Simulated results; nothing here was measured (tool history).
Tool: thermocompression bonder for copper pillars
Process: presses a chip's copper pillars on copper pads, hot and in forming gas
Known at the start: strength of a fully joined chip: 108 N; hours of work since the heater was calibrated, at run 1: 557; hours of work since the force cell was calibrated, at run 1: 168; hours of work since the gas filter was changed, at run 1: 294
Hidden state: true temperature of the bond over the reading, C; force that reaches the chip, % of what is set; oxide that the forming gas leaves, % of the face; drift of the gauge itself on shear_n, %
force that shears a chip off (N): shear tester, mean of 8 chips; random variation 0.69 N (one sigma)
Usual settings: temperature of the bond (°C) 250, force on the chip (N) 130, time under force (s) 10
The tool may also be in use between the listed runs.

run  hour  temperature of the bond (°C)  force on the chip (N)  time under force (s)  hours of work since the heater was calibrated  hours of work since the force cell was calibrated  hours of work since the gas filter was changed  force that shears a chip off (N)
  1   0.0                           250                    130                    10                                            557                                                168                                             294                              41.5
  2   6.4                           250                    130                    10                                            562                                                173                                             299                              40.4
  3  14.2                           250                    130                    10                                            568                                                179                                             305                              41.7
  4  21.4                           250                    130                    22                                            573                                                184                                             310                              54.9
  5  28.8                           250                    130                    22                                            579                                                190                                             316                              55.0
  6  34.6                           250                     84                    10                                            583                                                194                                             320                              31.9
  7  43.4                           250                    130                    10                                            590                                                201                                             327                              41.4
  8  47.9                           250                    130                    10                                            593                                                204                                             330                              41.5
  9  52.8                           250                    130                    10                                            597                                                208                                             334                              40.0
 10  61.1                           250                    130                    10                                            603                                                214                                             340                              40.9
     63.5  -- force cell calibrated
 11  68.9                           237                    132                    16                                            608                                                  4                                             345                              40.6
 12  74.5                           237                    132                    16                                            612                                                  8                                             349                              40.9
 13  80.3                           237                    132                    16                                            617                                                 13                                             354                              40.5
 14  89.6                           242                     81                     9                                            624                                                 20                                             361                              25.2
     96.8  -- force cell calibrated, once more
 15  96.8                           242                     81                     9                                            628                                                  0                                             365                              25.5

Forecast run 16:
 16  105.5                           256                    130                    10                                            635                                                  7                                             371                                 ?

{"run 16": {"force that shears a chip off (N)": 45.7}}
Without the tool's hidden state the same run would have given force that shears a chip off (N) 52.5.
